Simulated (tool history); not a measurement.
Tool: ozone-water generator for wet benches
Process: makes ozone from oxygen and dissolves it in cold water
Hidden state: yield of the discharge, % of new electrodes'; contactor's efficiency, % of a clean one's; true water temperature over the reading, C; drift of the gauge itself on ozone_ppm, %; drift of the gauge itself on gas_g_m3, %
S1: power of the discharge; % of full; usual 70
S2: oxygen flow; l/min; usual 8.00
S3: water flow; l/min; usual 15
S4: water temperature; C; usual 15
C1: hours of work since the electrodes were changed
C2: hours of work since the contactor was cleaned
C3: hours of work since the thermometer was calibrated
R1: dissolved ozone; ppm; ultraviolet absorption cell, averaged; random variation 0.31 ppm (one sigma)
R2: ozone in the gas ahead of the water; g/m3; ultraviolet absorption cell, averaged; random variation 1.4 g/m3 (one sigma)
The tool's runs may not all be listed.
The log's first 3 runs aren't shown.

run   hour  S1     S2  S3  S4    C1    C2    C3    R1     R2
  4  164.0  70   8.00  21  15  1003  1528  2471  37.5  263.0
  5  197.2  70   8.00  21  15  1026  1550  2493  37.5  264.6
  6  244.0  70   8.00  21  15  1057  1581  2525  38.0  263.5
  7  276.9  70   8.00  15  15  1079  1603  2547  47.0  260.6
  8  308.3  70   8.00  15  15  1100  1624  2568  46.5  262.3
  9  350.5  70   8.00  15  15  1128  1653  2596  46.7  263.2
 10  400.7  70   8.00  15  15  1162  1686  2630  47.0  260.8
     411.4  -- contactor cleaned
 11  475.3  70   8.00  15  15  1209    43  2677  46.0  263.3
 12  545.1  70   8.00  15  15  1256    90  2724  46.6  262.1
 13  602.9  70   4.08  15  15  1295   128  2762  48.2  376.7
 14  657.9  70   4.08  15  15  1332   165  2799  48.0  377.9
     692.9  -- contactor cleaned, once more
 15  734.4  70   4.08  15  15  1380    28  2848  48.5  376.1
 16  798.2  70   4.08  15  15  1423    71  2891  48.3  376.5
 17  852.5  42   4.08  16   8  1459   107  2927  32.5  242.0
 18  884.6  73  11.51  15  15  1481   129  2949  44.8  224.1
 19  928.0  69   5.16  11  13  1510   158  2978  60.6  326.5
 20  993.6  69   5.30  14  13  1554   202  3022  51.7  323.4

Forecast run 21:
 21  1039.5  43  5.30  14  13  1585  232  3052   ?   ?

R1: 34.0 ppm
R2: 212.4 g/m3
Without the tool's hidden state the same run would have given R1 34.8 ppm, R2 215.7 g/m3.

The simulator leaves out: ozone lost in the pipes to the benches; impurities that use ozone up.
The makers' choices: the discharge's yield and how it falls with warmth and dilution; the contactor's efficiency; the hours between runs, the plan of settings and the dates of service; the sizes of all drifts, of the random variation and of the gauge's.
